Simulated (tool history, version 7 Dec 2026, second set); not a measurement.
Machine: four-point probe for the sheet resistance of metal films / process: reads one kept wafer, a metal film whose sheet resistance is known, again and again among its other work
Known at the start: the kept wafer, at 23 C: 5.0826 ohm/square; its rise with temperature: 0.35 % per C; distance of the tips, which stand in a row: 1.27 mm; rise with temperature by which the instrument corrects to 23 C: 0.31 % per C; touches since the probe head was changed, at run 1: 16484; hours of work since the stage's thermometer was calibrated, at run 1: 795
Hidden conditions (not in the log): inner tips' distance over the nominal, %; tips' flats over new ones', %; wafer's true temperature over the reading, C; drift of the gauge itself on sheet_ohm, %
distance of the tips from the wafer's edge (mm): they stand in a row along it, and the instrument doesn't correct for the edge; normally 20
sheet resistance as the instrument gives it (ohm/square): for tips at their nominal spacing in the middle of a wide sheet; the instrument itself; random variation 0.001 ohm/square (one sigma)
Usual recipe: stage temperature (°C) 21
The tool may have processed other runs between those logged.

run    hour  stage temperature (°C)  distance of the tips from the wafer's edge (mm)  touches since the probe head was changed  hours of work since the stage's thermometer was calibrated  sheet resistance as the instrument gives it (ohm/square)
  1       0                      21                                               20                                     16484                                                         795                                                  5.135908
  2    68.8                      21                                               20                                     20102                                                         838                                                  5.138909
  3   139.7                      30                                               20                                     23826                                                         882                                                  5.159104
  4   173.2                      30                                               20                                     25587                                                         902                                                     5.161
  5   219.7                      30                                               20                                     28032                                                         931                                                  5.161835
  6   271.2                      30                                               20                                     30740                                                         963                                                  5.165183
  7   344.9                      21                                               56                                     34615                                                        1009                                                  5.143192
  8   379.3                      21                                               56                                     36426                                                        1030                                                  5.141881
  9   416.6                      21                                               20                                     38385                                                        1053                                                  5.153285
 10   459.6                      21                                               20                                     40644                                                        1080                                                  5.154942
 11   523.8                      21                                               20                                     44019                                                        1120                                                  5.156536
 12   565.8                      21                                               20                                     46228                                                        1146                                                  5.157165
 13   637.3                      21                                               20                                     49985                                                        1190                                                  5.159711
 14   705.2                      20                                                9                                     53557                                                        1232                                                  5.204492
 15   760.9                      20                                                9                                     56485                                                        1267                                                  5.205297
 16   840.8                      23                                               65                                     60685                                                        1316                                                   5.16376
 17   915.1                      26                                               27                                     64589                                                        1362                                                  5.175594
 18   984.5                      26                                                3                                     68241                                                        1405                                                  5.621949
 19    1064                      24                                               11                                     72420                                                        1454                                                  5.209003
 20  1099.9                      24                                               20                                     74307                                                        1477                                                  5.184014
 21    1172                      35                                                7                                     78093                                                        1521                                                  5.286786
 22  1212.7                      24                                                8                                     80237                                                        1547                                                  5.248684
 23  1283.6                      24                                                8                                     83964                                                        1591                                                  5.248901

Below, each run's measurement less what the same run would have read without the hidden state. Both values contain the same run-to-run variation, but the gauge's scatter may not be the same in both:
run  sheet resistance as the instrument gives it (ohm/square)
  1                                                 +0.046927
  2                                                 +0.049574
  3                                                 +0.052291
  4                                                 +0.053593
  5                                                 +0.055374
  6                                                 +0.057372
  7                                                 +0.060177
  8                                                 +0.061326
  9                                                 +0.062846
 10                                                 +0.064506
 11                                                 +0.066905
 12                                                 +0.068501
 13                                                 +0.071106
 14                                                 +0.074226
 15                                                 +0.076236
 16                                                 +0.078718
 17                                                 +0.081562
 18                                                  +0.09085
 19                                                 +0.087897
 20                                                 +0.088722
 21                                                 +0.092732
 22                                                 +0.093919
 23                                                 +0.096774
